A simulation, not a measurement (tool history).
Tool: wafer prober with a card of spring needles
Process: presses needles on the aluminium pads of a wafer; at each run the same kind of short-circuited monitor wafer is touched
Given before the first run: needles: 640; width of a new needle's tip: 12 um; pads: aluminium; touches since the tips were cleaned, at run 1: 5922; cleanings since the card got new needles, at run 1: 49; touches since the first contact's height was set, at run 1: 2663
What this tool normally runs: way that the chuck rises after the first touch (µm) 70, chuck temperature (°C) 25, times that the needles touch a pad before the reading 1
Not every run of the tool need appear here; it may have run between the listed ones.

run   hour  way that the chuck rises after the first touch (µm)  chuck temperature (°C)  times that the needles touch a pad before the reading  touches since the tips were cleaned  cleanings since the card got new needles  touches since the first contact's height was set  resistance of one needle with its contact and lead (mohm)  way that a needle slides on the pad (µm)
  1      0                                                   70                      25                                                      1                                 5922                                        49                                              2663                                                        230                                     15.84
       2.2  -- tips cleaned on abrasive film
      17.1  -- tips cleaned on abrasive film
  2   28.1                                                   70                      27                                                      1                                 5060                                        51                                             15431                                                        230                                     15.84
      32.4  -- tips cleaned on abrasive film
      47.8  -- tips cleaned on abrasive film
  3   60.3                                                   70                      25                                                      2                                 5746                                        53                                             30055                                                        231                                     15.84
      62.9  -- tips cleaned on abrasive film
      78.2  -- tips cleaned on abrasive film
  4   90.2                                                   70                      83                                                      1                                 5510                                        55                                             43626                                                        245                                     15.67
      92.9  -- tips cleaned on abrasive film
     109.2  -- tips cleaned on abrasive film
  5  115.8                                                   70                      25                                                      1                                 3025                                        57                                             55243                                                        230                                     15.68
     124.7  -- tips cleaned on abrasive film
  6    131                                                   70                      31                                                      1                                 2876                                        58                                             62106                                                        230                                     15.82
     139.5  -- tips cleaned on abrasive film
  7  150.5                                                   70                      31                                                      1                                 4990                                        59                                             70977                                                        233                                     15.77
     155.8  -- tips cleaned on abrasive film
  8  166.1                                                   70                      48                                                      1                                 4701                                        60                                             78067                                                        237                                     15.72
     172.7  -- tips cleaned on abrasive film
  9  179.5                                                   70                      25                                                      1                                 3103                                        61                                             84142                                                        230                                     15.81
     188.3  -- tips cleaned on abrasive film
 10  195.5                                                   84                      25                                                      1                                 3301                                        62                                             91438                                                        230                                     18.96
     203.7  -- tips cleaned on abrasive film
 11    214                                                   84                      25                                                      1                                 4692                                        63                                             99823                                                        233                                     18.85
     218.6  -- tips cleaned on abrasive film
     233.4  -- tips cleaned on abrasive film
 12  239.8                                                   70                      27                                                      1                                 2932                                        65                                            111547                                                        228                                     15.72
     250.2  -- tips cleaned on abrasive film
     264.9  -- tips cleaned on abrasive film
 13  267.2                                                   70                      27                                                      1                                 1070                                        67                                            123992                                                        231                                     15.63
     280.5  -- tips cleaned on abrasive film
 14  282.1                                                   70                      27                                                      1                                  730                                        68                                            130740                                                        229                                     15.88
     296.5  -- tips cleaned on abrasive film
 15  303.4                                                   70                      36                                                      1                                 3124                                        69                                            140414                                                        229                                     15.91
     311.4  -- tips cleaned on abrasive film
     327.5  -- tips cleaned on abrasive film
 16  328.1                                                   70                      36                                                      1                                  267                                        71                                            151611                                                        230                                      15.7
     341.9  -- tips cleaned on abrasive film
     356.4  -- tips cleaned on abrasive film
 17  356.6                                                   79                      52                                                      2                                  111                                        73                                            164570                                                        235                                     17.79
     371.9  -- tips cleaned on abrasive film
 18    382                                                   86                      84                                                      2                                 4633                                        74                                            176145                                                        240                                     19.34
     387.6  -- tips cleaned on abrasive film
     402.7  -- tips cleaned on abrasive film
     406.4  -- height of the first contact set anew
 19  414.4                                                   86                      84                                                      2                                 5211                                        76                                              3664                                                        246                                     19.58
     418.6  -- tips cleaned on abrasive film
     434.9  -- tips cleaned on abrasive film
 20  438.2                                                   70                      37                                                      2                                 1515                                        78                                             14457                                                        234                                     15.79
     449.4  -- tips cleaned on abrasive film
 21  459.9                                                   50                      86                                                      1                                 4772                                        79                                             24293                                                        250                                     11.26
     465.6  -- tips cleaned on abrasive film
     481.6  -- tips cleaned on abrasive film
 22  488.8                                                   70                      32                                                      1                                 3277                                        81                                             37435                                                        235                                     15.88
     497.3  -- tips cleaned on abrasive film
     512.5  -- tips cleaned on abrasive film
 23  520.5                                                   70                      32                                                      2                                 3618                                        83                                             51809                                                        228                                     15.94
     527.9  -- tips cleaned on abrasive film
 24  536.2                                                   55                      42                                                      1                                 3798                                        84                                             58955                                                        237                                     12.51
     544.1  -- tips cleaned on abrasive film
 25  558.3                                                   55                      42                                                      1                                 6493                                        85                                             68996                                                        238                                     12.43
     559.6  -- tips cleaned on abrasive film
     576.7  -- tips cleaned on abrasive film
 26  580.9                                                   55                      51                                                      2                                 1923                                        87                                             79271                                                        237                                     12.32
     591.3  -- tips cleaned on abrasive film
     606.1  -- tips cleaned on abrasive film
 27  606.2                                                   70                      55                                                      2                                   27                                        89                                             90709                                                        236                                     15.82
     622.2  -- tips cleaned on abrasive film
     637.7  -- tips cleaned on abrasive film
 28  637.7                                                   70                      55                                                      2                                    0                                        91                                            105022                                                        234                                     15.63
     653.1  -- tips cleaned on abrasive film
     668.1  -- tips cleaned on abrasive film
 29  668.6                                                   70                      51                                                      1                                  260                                        93                                            119077                                                        237                                     15.68
     683.1  -- tips cleaned on abrasive film
 30  683.1                                                   70                      51                                                      1                                    0                                        94                                            125649                                                        234                                     15.73
     697.8  -- tips cleaned on abrasive film
 31  705.9                                                   53                      25                                                      1                                 3723                                        95                                            136023                                                        233                                     11.99

Predict each of these 3 candidate next runs independently; none follows another, all start after run 31:
     712.4  -- tips cleaned on abrasive film
  A   723                                                   53                      67                                                      1                                 4856                                        96                                            143806                                                          ?                                         ?
     712.4  -- tips cleaned on abrasive film
  B   723                                                   59                      25                                                      1                                 4856                                        96                                            143806                                                          ?                                         ?
     712.4  -- tips cleaned on abrasive film
  C   723                                                   88                      34                                                      1                                 4856                                        96                                            143806                                                          ?                                         ?

run  resistance of one needle with its contact and lead (mohm)  way that a needle slides on the pad (µm)
  A                                                        242                                     11.92
  B                                                        231                                     13.38
  C                                                        236                                     19.92
With no hidden state in the tool, these same runs would have given:
run  resistance of one needle with its contact and lead (mohm)  way that a needle slides on the pad (µm)
  A                                                        240                                     11.93
  B                                                        230                                     13.38
  C                                                        236                                     19.93

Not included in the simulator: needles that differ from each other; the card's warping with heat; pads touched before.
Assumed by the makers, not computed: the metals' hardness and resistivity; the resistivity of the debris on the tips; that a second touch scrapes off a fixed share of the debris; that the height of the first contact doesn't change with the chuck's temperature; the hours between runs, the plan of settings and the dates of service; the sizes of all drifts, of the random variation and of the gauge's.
